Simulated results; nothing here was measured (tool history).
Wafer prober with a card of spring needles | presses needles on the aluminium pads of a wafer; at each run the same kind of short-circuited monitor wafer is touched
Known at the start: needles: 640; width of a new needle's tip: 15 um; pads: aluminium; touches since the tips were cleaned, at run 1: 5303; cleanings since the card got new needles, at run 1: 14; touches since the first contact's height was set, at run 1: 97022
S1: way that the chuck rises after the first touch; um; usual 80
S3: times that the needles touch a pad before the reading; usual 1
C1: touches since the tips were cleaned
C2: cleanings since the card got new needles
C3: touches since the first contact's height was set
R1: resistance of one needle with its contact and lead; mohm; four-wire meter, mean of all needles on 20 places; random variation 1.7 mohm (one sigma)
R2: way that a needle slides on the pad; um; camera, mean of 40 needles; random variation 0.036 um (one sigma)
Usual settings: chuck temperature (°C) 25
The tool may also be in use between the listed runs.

Run 1, day 0: usual settings; C1 5303; C2 14; C3 97022. Result: R1 177 mohm, R2 15.57 um.
At day 0.071: tips cleaned on abrasive film.
Run 2, day 0.325: usual settings but chuck temperature (°C) 28; C1 2438; C2 15; C3 100081. Result: R1 176 mohm, R2 15.59 um.
Run 3, day 0.638: usual settings but S1 68 um; C1 5373; C2 15; C3 103016. Result: R1 177 mohm, R2 13.27 um.
At day 0.7: tips cleaned on abrasive film.
Run 4, day 1.021: usual settings but S1 68 um, chuck temperature (°C) 114; C1 3033; C2 16; C3 106628. Result: R1 200 mohm, R2 13.25 um.
At day 1.329: tips cleaned on abrasive film.
Run 5, day 1.342: usual settings but S3 3; C1 135; C2 17; C3 109621. Result: R1 177 mohm, R2 15.55 um.
Run 6, day 1.796: usual settings but S3 3; C1 4444; C2 17; C3 113930. Result: R1 178 mohm, R2 15.51 um.
At day 1.958: tips cleaned on abrasive film.
Run 7, day 2.188: usual settings but S3 3; C1 2204; C2 18; C3 117613. Result: R1 178 mohm, R2 15.58 um.
At day 2.596: tips cleaned on abrasive film.
Run 8, day 2.617: usual settings but S1 61 um; C1 214; C2 19; C3 121630. Result: R1 179 mohm, R2 11.94 um.
Run 9, day 3.071: usual settings but S1 61 um; C1 4519; C2 19; C3 125935. Result: R1 179 mohm, R2 11.86 um.
At day 3.238: tips cleaned on abrasive film.
Run 10, day 3.421: usual settings but S1 94 um; C1 1723; C2 20; C3 129192. Result: R1 176 mohm, R2 18.3 um.
Run 11, day 3.667: usual settings but S1 94 um, S3 2; C1 4090; C2 20; C3 131559. Result: R1 173 mohm, R2 18.27 um.
At day 3.858: tips cleaned on abrasive film.
Run 12, day 3.929: usual settings but chuck temperature (°C) 77; C1 641; C2 21; C3 133971. Result: R1 186 mohm, R2 15.56 um.
Run 13, day 4.271: usual settings but chuck temperature (°C) 77; C1 3901; C2 21; C3 137231. Result: R1 190 mohm, R2 15.54 um.
At day 4.492: tips cleaned on abrasive film.
Run 14, day 4.688: usual settings but chuck temperature (°C) 77; C1 1862; C2 22; C3 141127. Result: R1 187 mohm, R2 15.61 um.
At day 5.117: tips cleaned on abrasive film.
Run 15, day 5.133: usual settings but chuck temperature (°C) 77; C1 149; C2 23; C3 145305. Result: R1 190 mohm, R2 15.56 um.
Run 16, day 5.438: usual settings but chuck temperature (°C) 77; C1 3034; C2 23; C3 148190. Result: R1 187 mohm, R2 15.5 um.
Run 17, day 5.712: usual settings; C1 5652; C2 23; C3 150808. Result: R1 180 mohm, R2 15.56 um.
At day 5.742: tips cleaned on abrasive film.
Run 18, day 6.025: usual settings but S1 88 um, chuck temperature (°C) 66; C1 2687; C2 24; C3 153757. Result: R1 188 mohm, R2 17.1 um.
At day 6.371: tips cleaned on abrasive film.
Run 19, day 6.45: usual settings but S1 88 um, chuck temperature (°C) 32; C1 750; C2 25; C3 157718. Result: R1 176 mohm, R2 17.1 um.

Run 20 comes next. What will it give?
Run 20, day 6.788: usual settings; C1 3964; C2 25; C3 160932. Result: R1 ?, R2 ?.

R1: 179 mohm
R2: 15.58 um
Without the tool's hidden state the same run would have given R1 179 mohm, R2 15.58 um.
